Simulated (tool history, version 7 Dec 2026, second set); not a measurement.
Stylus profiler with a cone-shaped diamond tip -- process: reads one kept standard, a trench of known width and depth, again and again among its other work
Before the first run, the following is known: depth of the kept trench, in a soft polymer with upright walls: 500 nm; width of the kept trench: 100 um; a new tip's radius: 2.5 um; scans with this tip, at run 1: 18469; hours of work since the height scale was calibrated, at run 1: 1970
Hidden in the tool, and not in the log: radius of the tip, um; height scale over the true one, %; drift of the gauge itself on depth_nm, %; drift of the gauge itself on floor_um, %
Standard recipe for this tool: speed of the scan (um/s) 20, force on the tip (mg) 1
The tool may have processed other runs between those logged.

| run | hour | speed of the scan (um/s) | force on the tip (mg) | scans with this tip | hours of work since the height scale was calibrated | depth of the trench (Å) | width of the trench's floor (nm) |
|---|---|---|---|---|---|---|---|
| 1 | 0 | 20 | 1 | 18469 | 1970 | 4991.5 | 95020 |
| 2 | 55.4 | 20 | 1 | 18831 | 2009 | 4987.3 | 95100 |
| 3 | 134.6 | 20 | 1 | 19350 | 2064 | 4988.8 | 95030 |
| 4 | 173.4 | 60 | 1 | 19603 | 2091 | 4989.2 | 94690 |
| 5 | 239.5 | 60 | 1 | 20036 | 2138 | 4986.8 | 94660 |
| 6 | 280.3 | 60 | 1 | 20303 | 2166 | 4987.2 | 94620 |
| 7 | 330.6 | 60 | 1 | 20632 | 2201 | 4986.3 | 94610 |
| 8 | 402 | 60 | 1 | 21100 | 2251 | 4986.7 | 94560 |
| 9 | 491.6 | 60 | 1 | 21686 | 2314 | 4985.3 | 94560 |
| 10 | 551.9 | 60 | 1 | 22080 | 2356 | 4980.5 | 94480 |
|  | 598.3 | height scale calibrated on a step standard |
| 11 | 623.7 | 7 | 1 | 22547 | 18 | 5034 | 94880 |
| 12 | 697 | 7 | 1 | 23026 | 69 | 5031.2 | 94780 |
| 13 | 764.1 | 7 | 1 | 23465 | 116 | 5030.9 | 94810 |
| 14 | 827.1 | 21 | 1 | 23877 | 160 | 5030.2 | 94610 |
| 15 | 907 | 21 | 1 | 24400 | 216 | 5028.4 | 94620 |
| 16 | 974.3 | 21 | 1 | 24841 | 263 | 5027 | 94550 |
|  | 1024.4 | new tip fitted, height scale calibrated |
| 17 | 1048.3 | 21 | 1 | 156 | 17 | 5031.5 | 96800 |
| 18 | 1118.9 | 21 | 1 | 618 | 66 | 5030.8 | 96760 |
| 19 | 1212.5 | 29 | 1 | 1230 | 131 | 5028.2 | 96690 |
| 20 | 1252.7 | 20 | 1 | 1493 | 159 | 5025 | 96680 |
| 21 | 1325.3 | 20 | 1 | 1969 | 210 | 5027.4 | 96580 |
| 22 | 1376.8 | 20 | 1 | 2305 | 246 | 5026.4 | 96540 |
| 23 | 1433.2 | 20 | 1 | 2675 | 285 | 5027.2 | 96490 |
| 24 | 1499.2 | 20 | 1 | 3107 | 331 | 5022.3 | 96460 |
| 25 | 1556 | 28 | 1.37 | 3479 | 371 | 5033.1 | 96440 |
| 26 | 1616.6 | 17 | 0.52 | 3875 | 413 | 5013.3 | 96340 |
| 27 | 1682.4 | 17 | 0.52 | 4305 | 459 | 5009.6 | 96310 |
| 28 | 1759.4 | 8 | 0.49 | 4809 | 513 | 5007.8 | 96370 |
| 29 | 1817.5 | 20 | 0.58 | 5189 | 554 | 5007.9 | 96240 |
| 30 | 1857.4 | 12 | 0.7 | 5451 | 582 | 5012 | 96260 |
| 31 | 1927.7 | 10 | 2.07 | 5910 | 631 | 5039 | 96250 |
| 32 | 1980.2 | 5 | 2.39 | 6254 | 667 | 5043.4 | 96250 |
| 33 | 2033.8 | 32 | 1.51 | 6605 | 705 | 5025.9 | 96040 |
| 34 | 2093.5 | 32 | 1.51 | 6996 | 746 | 5027 | 96070 |
| 35 | 2170 | 32 | 1.51 | 7496 | 800 | 5026.5 | 95970 |
| 36 | 2238 | 9 | 2.67 | 7941 | 847 | 5044.9 | 96090 |
| 37 | 2282.6 | 9 | 2.67 | 8233 | 878 | 5044 | 96100 |
| 38 | 2368.6 | 28 | 2.36 | 8796 | 938 | 5035.3 | 95930 |
| 39 | 2409.4 | 28 | 2.36 | 9063 | 967 | 5037.9 | 95870 |
| 40 | 2469.3 | 28 | 2.36 | 9455 | 1009 | 5035.6 | 95940 |
| 41 | 2534.6 | 39 | 0.64 | 9882 | 1054 | 5000.3 | 95660 |
| 42 | 2586.1 | 36 | 1.42 | 10219 | 1090 | 5017.1 | 95750 |
| 43 | 2641 | 13 | 1.9 | 10578 | 1129 | 5022.9 | 95820 |
| 44 | 2724.3 | 30 | 2.89 | 11123 | 1187 | 5042.2 | 95760 |
| 45 | 2803 | 69 | 1.8 | 11638 | 1242 | 5020.8 | 95490 |
| 46 | 2892.5 | 69 | 2.34 | 12224 | 1304 | 5030 | 95440 |
| 47 | 2960.5 | 56 | 1.77 | 12669 | 1352 | 5017.4 | 95430 |

What if the next run were any one of these 3? Each begins from the tool's condition after run 47:
| A | 3027.6 | 77 | 0.58 | 13108 | 1399 | ? | ? |
| B | 3027.6 | 7 | 0.5 | 13108 | 1399 | ? | ? |
| C | 3027.6 | 14 | 0.45 | 13108 | 1399 | ? | ? |

| run | depth of the trench (Å) | width of the trench's floor (nm) |
|---|---|---|
| A | 4993.1 | 94980 |
| B | 4990.8 | 95620 |
| C | 4989.9 | 95500 |
Had the tool no hidden state, the same runs would have come out as:
| run | depth of the trench (Å) | width of the trench's floor (nm) |
|---|---|---|
| A | 5023.3 | 96280 |
| B | 5021 | 96920 |
| C | 5020.1 | 96810 |
